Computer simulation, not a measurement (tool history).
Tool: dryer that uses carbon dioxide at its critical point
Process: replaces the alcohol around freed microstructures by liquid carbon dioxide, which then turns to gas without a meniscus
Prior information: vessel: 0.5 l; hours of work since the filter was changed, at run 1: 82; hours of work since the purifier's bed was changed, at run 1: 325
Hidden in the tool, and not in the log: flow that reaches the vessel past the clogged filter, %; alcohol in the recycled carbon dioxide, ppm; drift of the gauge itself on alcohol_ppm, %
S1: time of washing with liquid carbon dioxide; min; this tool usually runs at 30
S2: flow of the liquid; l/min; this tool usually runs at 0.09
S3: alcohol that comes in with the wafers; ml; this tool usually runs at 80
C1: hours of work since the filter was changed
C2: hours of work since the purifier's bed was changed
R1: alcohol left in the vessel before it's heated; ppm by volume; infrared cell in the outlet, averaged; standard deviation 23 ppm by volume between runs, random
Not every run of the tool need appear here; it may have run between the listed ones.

run   hour  S1      S2  S3   C1   C2    R1
  1      0  30    0.09  80   82  325  1810
  2     13  30    0.09  80   88  332  1881
  3   25.1  30    0.09  80   94  338  1901
  4   39.4  30    0.09  26  101  345   676
  5     59  30    0.09  80  111  354  2010
  6   80.1  30    0.09  80  121  365  2068
  7  104.7  30    0.09  80  133  377  2092
  8  121.2  30    0.09  80  142  385  2103
  9  139.1  30   0.062  75  150  394  7821
 10  153.4  30   0.062  75  157  401  7949
 11  177.6  28    0.09  27  169  413  1073
 12  188.2  30  0.0689  37  175  418  3007
 13  202.6  42  0.0866  20  182  425   233

A few steps of R1 between consecutive runs. Split each: what settings, incoming material and random variation would produce without the hidden state, and what is left over for the hidden state, along with gauge scatter present in only one of the two compared results (measured, and without hidden state):
Run 10 -> 11: S1 30 -> 28, S2 0.062 -> 0.09, S3 75 -> 27. R1 -6876 ppm by volume: hidden state -1339, all else -5537.

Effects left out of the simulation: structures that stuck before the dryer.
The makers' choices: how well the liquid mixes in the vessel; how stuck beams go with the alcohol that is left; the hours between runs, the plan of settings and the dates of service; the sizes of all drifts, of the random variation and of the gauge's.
